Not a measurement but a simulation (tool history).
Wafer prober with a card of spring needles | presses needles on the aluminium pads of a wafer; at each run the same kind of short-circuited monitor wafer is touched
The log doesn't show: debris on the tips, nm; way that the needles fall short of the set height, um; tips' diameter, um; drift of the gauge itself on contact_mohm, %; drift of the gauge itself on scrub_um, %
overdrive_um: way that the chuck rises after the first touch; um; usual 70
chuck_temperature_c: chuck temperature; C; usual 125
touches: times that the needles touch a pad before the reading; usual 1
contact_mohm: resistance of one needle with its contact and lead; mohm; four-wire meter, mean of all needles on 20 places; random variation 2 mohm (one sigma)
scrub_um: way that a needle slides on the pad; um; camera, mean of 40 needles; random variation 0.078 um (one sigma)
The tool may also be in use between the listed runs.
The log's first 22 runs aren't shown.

run	hour	overdrive_um	chuck_temperature_c	touches	touches since the tips were cleaned	cleanings since the card got new needles	touches since the first contact's height was set	contact_mohm	scrub_um
# hour 325.1: tips cleaned on abrasive film
# hour 334.5: tips cleaned on abrasive film
23	339.6	89	37	1	1922	69	36535	197	23.44
# hour 344.4: tips cleaned on abrasive film
# hour 353.5: tips cleaned on abrasive film
24	354.2	71	31	2	256	71	41958	199	18.65
# hour 362.4: tips cleaned on abrasive film
# hour 372.6: tips cleaned on abrasive film
25	375.6	77	125	1	1134	73	49979	217	20.13
# hour 382.7: tips cleaned on abrasive film
# hour 391.7: tips cleaned on abrasive film
26	392.4	60	34	3	269	75	56252	197	15.78
# hour 398.6: gauge calibrated
# hour 401.6: tips cleaned on abrasive film
27	408.5	74	78	1	2591	76	62302	209	19.83
# hour 410.9: tips cleaned on abrasive film
28	419.2	71	94	1	3140	77	66322	215	19.13
# hour 420.8: tips cleaned on abrasive film
# hour 429.4: tips cleaned on abrasive film
# hour 430.6: height of the first contact set anew
# hour 439: tips cleaned on abrasive film
29	441.2	71	94	1	809	80	3959	214	19.13
# hour 448.7: tips cleaned on abrasive film
30	450.1	53	29	2	543	81	7292	196	14.2

4 ways to go on from here, each from the tool as it stands after run 30. What would each give?
# hour 457.7: tips cleaned on abrasive film
# hour 466.2: tips cleaned on abrasive film
A	469.7	70	76	1	1291	83	14608	?	?
# hour 457.7: tips cleaned on abrasive film
# hour 466.2: tips cleaned on abrasive film
B	469.7	51	65	3	1291	83	14608	?	?
# hour 457.7: tips cleaned on abrasive film
# hour 466.2: tips cleaned on abrasive film
C	469.7	68	125	2	1291	83	14608	?	?
# hour 457.7: tips cleaned on abrasive film
# hour 466.2: tips cleaned on abrasive film
D	469.7	70	102	1	1291	83	14608	?	?

run	contact_mohm	scrub_um
A	211	18.67
B	211	13.66
C	219	18.1
D	212	18.57
Without the tool's hidden state the same runs would have given:
run	contact_mohm	scrub_um
A	210	18.75
B	211	13.72
C	219	18.18
D	211	18.65

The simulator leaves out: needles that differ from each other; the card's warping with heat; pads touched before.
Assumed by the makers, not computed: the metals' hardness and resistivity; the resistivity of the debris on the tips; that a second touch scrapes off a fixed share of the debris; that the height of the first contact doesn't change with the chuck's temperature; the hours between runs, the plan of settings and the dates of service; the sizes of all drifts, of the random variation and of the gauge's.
